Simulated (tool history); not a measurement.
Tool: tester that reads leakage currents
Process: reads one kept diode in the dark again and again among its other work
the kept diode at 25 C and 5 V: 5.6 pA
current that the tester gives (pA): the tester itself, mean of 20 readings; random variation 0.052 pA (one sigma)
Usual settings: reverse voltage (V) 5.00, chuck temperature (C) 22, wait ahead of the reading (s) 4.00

| run | hour | reverse voltage (V) | chuck temperature (C) | wait ahead of the reading (s) | current that the tester gives (pA) |
|---|---|---|---|---|---|
| 1 | 0.0 | 5.00 | 22 | 4.00 | 5.10 |
| 2 | 18.6 | 5.00 | 22 | 4.00 | 5.00 |
| 3 | 53.2 | 5.00 | 22 | 4.00 | 4.94 |
| 4 | 84.9 | 18.72 | 22 | 4.00 | 8.50 |
| 5 | 120.8 | 18.72 | 22 | 4.00 | 8.57 |
| 6 | 156.1 | 18.72 | 22 | 4.00 | 8.75 |
| 7 | 183.0 | 5.00 | 22 | 0.40 | 8.32 |
| 8 | 209.1 | 5.00 | 59 | 4.00 | 51.23 |
| 9 | 247.3 | 5.00 | 59 | 4.00 | 51.15 |
| 10 | 273.2 | 16.21 | 22 | 4.00 | 8.00 |
| 11 | 307.1 | 16.21 | 22 | 4.00 | 7.97 |
| 12 | 340.2 | 16.21 | 22 | 4.00 | 8.03 |
| 13 | 357.9 | 5.00 | 22 | 4.00 | 5.01 |
| 14 | 390.1 | 5.00 | 22 | 4.00 | 4.99 |
| 15 | 407.8 | 1.39 | 25 | 3.31 | 3.91 |
| 16 | 432.4 | 1.39 | 25 | 3.31 | 3.95 |
| 17 | 452.3 | 1.35 | 53 | 4.00 | 23.61 |
| 18 | 476.3 | 1.35 | 53 | 4.00 | 23.74 |
| 19 | 506.3 | 1.35 | 53 | 4.00 | 23.57 |
| 20 | 539.8 | 1.35 | 43 | 1.62 | 12.99 |
| 21 | 562.2 | 1.41 | 49 | 2.97 | 18.98 |
| 22 | 594.2 | 3.83 | 22 | 1.79 | 4.90 |
|  | 615.9 | chuck's temperature calibrated |
| 23 | 615.9 | 4.14 | 53 | 0.38 | 36.78 |
| 24 | 652.5 | 4.14 | 53 | 0.38 | 36.91 |
| 25 | 679.8 | 4.14 | 53 | 0.38 | 36.57 |
| 26 | 704.9 | 14.29 | 51 | 1.77 | 46.65 |
| 27 | 726.3 | 5.00 | 20 | 1.05 | 5.36 |

4 ways to go on from here, each from the tool as it stands after run 27. What would each give?
| A | 760.6 | 6.55 | 22 | 4.00 | ? |
| B | 760.6 | 16.86 | 43 | 2.30 | ? |
| C | 760.6 | 5.00 | 45 | 1.05 | ? |
| D | 760.6 | 6.51 | 22 | 4.00 | ? |

| run | current that the tester gives (pA) |
|---|---|
| A | 5.51 |
| B | 30.58 |
| C | 23.10 |
| D | 5.51 |
Without the tool's hidden state the same runs would have given:
| run | current that the tester gives (pA) |
|---|---|
| A | 5.50 |
| B | 30.55 |
| C | 23.09 |
| D | 5.51 |
